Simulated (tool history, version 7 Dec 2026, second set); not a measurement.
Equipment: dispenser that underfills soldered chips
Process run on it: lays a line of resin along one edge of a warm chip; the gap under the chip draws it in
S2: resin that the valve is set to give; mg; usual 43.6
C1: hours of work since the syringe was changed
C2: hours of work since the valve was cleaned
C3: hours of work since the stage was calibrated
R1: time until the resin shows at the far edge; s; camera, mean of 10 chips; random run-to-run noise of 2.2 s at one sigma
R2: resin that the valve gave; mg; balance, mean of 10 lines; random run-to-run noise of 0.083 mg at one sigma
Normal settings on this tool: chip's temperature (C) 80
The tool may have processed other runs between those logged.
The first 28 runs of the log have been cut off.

-- hour=179.1 new syringe of resin
run 29 hour=185.2 | chip's_temperature_(C)=82 S2=48.4 | C1=4 C2=25 C3=150 | R1=258.9 R2=47.45
-- hour=191.6 new syringe of resin
run 30 hour=191.6 | chip's_temperature_(C)=82 S2=48.4 | C1=0 C2=29 C3=154 | R1=210.9 R2=47.48
run 31 hour=199.7 | chip's_temperature_(C)=82 S2=38 | C1=6 C2=35 C3=160 | R1=311.2 R2=37.05
-- hour=204.1 new syringe of resin
run 32 hour=206.6 | chip's_temperature_(C)=82 S2=38 | C1=2 C2=39 C3=164 | R1=244.6 R2=36.97
run 33 hour=215.1 | chip's_temperature_(C)=80 S2=49.6 | C1=8 C2=45 C3=170 | R1=362.7 R2=48.2
-- hour=216.9 new syringe of resin
run 34 hour=223.5 | chip's_temperature_(C)=93 S2=43.6 | C1=4 C2=50 C3=175 | R1=174.4 R2=42.27
-- hour=229.5 new syringe of resin
run 35 hour=230.8 | chip's_temperature_(C)=93 S2=43.6 | C1=1 C2=55 C3=180 | R1=132.8 R2=42.07
run 36 hour=238.3 | chip's_temperature_(C)=77 S2=52 | C1=6 C2=60 C3=185 | R1=373.5 R2=49.97

Each row is a separate what-if for the run after 36, all from the same tool condition, not one after another. Results?
-- hour=242.3 new syringe of resin
run A hour=243.8 | chip's_temperature_(C)=77 S2=42.3 | C1=1 C2=64 C3=189 | R1=? R2=?
-- hour=242.3 new syringe of resin
run B hour=243.8 | chip's_temperature_(C)=93 S2=56.5 | C1=1 C2=64 C3=189 | R1=? R2=?
-- hour=242.3 new syringe of resin
run C hour=243.8 | chip's_temperature_(C)=80 S2=56.3 | C1=1 C2=64 C3=189 | R1=? R2=?

run=A R1=273.9 R2=40.54
run=B R1=128 R2=54.2
run=C R1=235.9 R2=53.93
With the hidden condition removed and each run's random variation left untouched, the same runs would have given:
run=A R1=251.1 R2=42.29
run=B R1=118.4 R2=56.54
run=C R1=217.5 R2=56.25
